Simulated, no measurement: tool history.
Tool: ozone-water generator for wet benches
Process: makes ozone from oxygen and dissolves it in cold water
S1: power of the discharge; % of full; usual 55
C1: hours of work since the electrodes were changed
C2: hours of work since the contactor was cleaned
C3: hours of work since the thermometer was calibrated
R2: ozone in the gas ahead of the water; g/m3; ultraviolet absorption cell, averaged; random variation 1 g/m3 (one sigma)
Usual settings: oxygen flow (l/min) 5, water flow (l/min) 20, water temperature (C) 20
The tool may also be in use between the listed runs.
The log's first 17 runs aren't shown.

Run 18, hour 805.9: usual settings but water flow (l/min) 25; C1 2451; C2 5649; C3 3040. Result: dissolved ozone (ppm) 13.9, R2 174.1 g/m3.
Run 19, hour 844.2: usual settings but water flow (l/min) 25; C1 2484; C2 5683; C3 3074. Result: dissolved ozone (ppm) 13.8, R2 173.3 g/m3.
Run 20, hour 871: usual settings but water flow (l/min) 25; C1 2508; C2 5706; C3 3098. Result: dissolved ozone (ppm) 14.2, R2 173.4 g/m3.
At hour 898.9: water thermometer calibrated.
Run 21, hour 928.9: usual settings but water temperature (C) 14; C1 2558; C2 5757; C3 26. Result: dissolved ozone (ppm) 18.4, R2 172.4 g/m3.
Run 22, hour 977.7: usual settings but water temperature (C) 14; C1 2601; C2 5800; C3 69. Result: dissolved ozone (ppm) 18.6, R2 173.7 g/m3.
Run 23, hour 1025.5: usual settings but water flow (l/min) 28, water temperature (C) 14; C1 2643; C2 5842; C3 111. Result: dissolved ozone (ppm) 13.4, R2 174.6 g/m3.
Run 24, hour 1061.4: usual settings but water flow (l/min) 28, water temperature (C) 14; C1 2675; C2 5873; C3 143. Result: dissolved ozone (ppm) 13.6, R2 173.4 g/m3.
Run 25, hour 1093.6: usual settings but S1 88 % of full, water flow (l/min) 17; C1 2703; C2 5901; C3 171. Result: dissolved ozone (ppm) 24.8, R2 222 g/m3.
Run 26, hour 1155.7: usual settings but S1 71 % of full, water flow (l/min) 17, water temperature (C) 14; C1 2758; C2 5956; C3 226. Result: dissolved ozone (ppm) 24.3, R2 198.3 g/m3.
Run 27, hour 1184: usual settings but water flow (l/min) 25, water temperature (C) 23; C1 2783; C2 5981; C3 251. Result: dissolved ozone (ppm) 13.3, R2 170.8 g/m3.
Run 28, hour 1221.7: usual settings but water temperature (C) 15; C1 2816; C2 6014; C3 284. Result: dissolved ozone (ppm) 18.1, R2 171.3 g/m3.
Run 29, hour 1277.9: usual settings but oxygen flow (l/min) 4.61, water flow (l/min) 18, water temperature (C) 22; C1 2865; C2 6063; C3 333. Result: dissolved ozone (ppm) 18, R2 180.4 g/m3.
Run 30, hour 1332.3: usual settings but S1 40 % of full, water flow (l/min) 23, water temperature (C) 15; C1 2913; C2 6111; C3 381. Result: dissolved ozone (ppm) 13.2, R2 144.6 g/m3.
Run 31, hour 1392.9: usual settings but S1 40 % of full, water flow (l/min) 23, water temperature (C) 15; C1 2966; C2 6165; C3 434. Result: dissolved ozone (ppm) 13.4, R2 143.4 g/m3.
Run 32, hour 1446.6: usual settings but S1 45 % of full, oxygen flow (l/min) 4.55, water flow (l/min) 13; C1 3013; C2 6212; C3 482. Result: dissolved ozone (ppm) 21.3, R2 163.1 g/m3.
Run 33, hour 1501.9: usual settings but S1 86 % of full; C1 3062; C2 6260; C3 530. Result: dissolved ozone (ppm) 21.2, R2 217.8 g/m3.

Forecast each of these 3 alternatives for the next run:
Run A, hour 1557.3: usual settings but S1 80 % of full, water flow (l/min) 27; C1 3111; C2 6309; C3 579. Result: dissolved ozone (ppm) ?, R2 ?.
Run B, hour 1557.3: usual settings but S1 87 % of full, water temperature (C) 16; C1 3111; C2 6309; C3 579. Result: dissolved ozone (ppm) ?, R2 ?.
Run C, hour 1557.3: usual settings but oxygen flow (l/min) 4.07, water flow (l/min) 18, water temperature (C) 18; C1 3111; C2 6309; C3 579. Result: dissolved ozone (ppm) ?, R2 ?.

run  dissolved ozone (ppm)     R2
  A                   15.6  210.9
  B                   22.6  219.2
  C                   19.1    195
Without the tool's hidden state the same runs would have given:
run  dissolved ozone (ppm)     R2
  A                   17.8  228.4
  B                   25.6  238.3
  C                   21.2    208
